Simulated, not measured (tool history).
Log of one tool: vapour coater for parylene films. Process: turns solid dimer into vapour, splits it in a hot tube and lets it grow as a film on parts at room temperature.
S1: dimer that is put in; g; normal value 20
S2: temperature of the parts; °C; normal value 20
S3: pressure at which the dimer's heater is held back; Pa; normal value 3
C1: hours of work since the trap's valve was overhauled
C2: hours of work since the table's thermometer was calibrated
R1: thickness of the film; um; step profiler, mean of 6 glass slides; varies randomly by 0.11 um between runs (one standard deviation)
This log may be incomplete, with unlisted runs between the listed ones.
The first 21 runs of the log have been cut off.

run     day  S1  S2     S3   C1   C2     R1
 22   9.525  20  23      3  273  216  15.57
 23  10.154  20  29      3  280  223  11.55
 24  10.525  23  12   4.12  284  227  25.16
 25  11.188  26  16   3.97  291  234  27.22
 26  11.746  31  16   2.56  297  240  33.72
 27  12.171  31  16   2.56  302  244  33.54
 28  12.554  31  16   2.56  306  249  33.96
 29  13.167  15  26  10.41  313  255   7.93
 30  13.571  20  27   4.08  317  260  11.88
 31  14.129  20  15      3  323  266  21.63
 32  14.704  16  22   2.63  329  272  13.07
 33  15.296  20  20   6.19  336  278  15.58
 34  15.662  21  13      3  340  282  22.64
 35  16.296  22  13    3.1  347  289  23.69
     16.629  -- trap's valve overhauled
 36  17.092  22  13    3.1    5  296  23.69
 37  17.754  22  13    3.1   12  303  23.68
 38    18.4  20  20  11.86   19  310  13.68
 39   18.75  15  14  11.86   23  314  13.84
 40  19.175  15  14  11.86   28  318   13.9
 41  19.729  15  14  11.86   34  324  13.73
 42  20.133  15  14  11.86   38  329  13.63
 43  20.675  10  16   9.39   44  335   8.61

Forecast each of these 4 alternatives for the next run:
  A  21.238  10  24  11.97  50  341   ?
  B  21.238  11  16   7.83  50  341   ?
  C  21.238  10  20      3  50  341   ?
  D  21.238  25  23      3  50  341   ?

run     R1
  A   5.55
  B   9.76
  C   8.69
  D  18.56
Without the tool's hidden state the same runs would have given:
run     R1
  A   5.88
  B  10.32
  C   9.19
  D  19.64
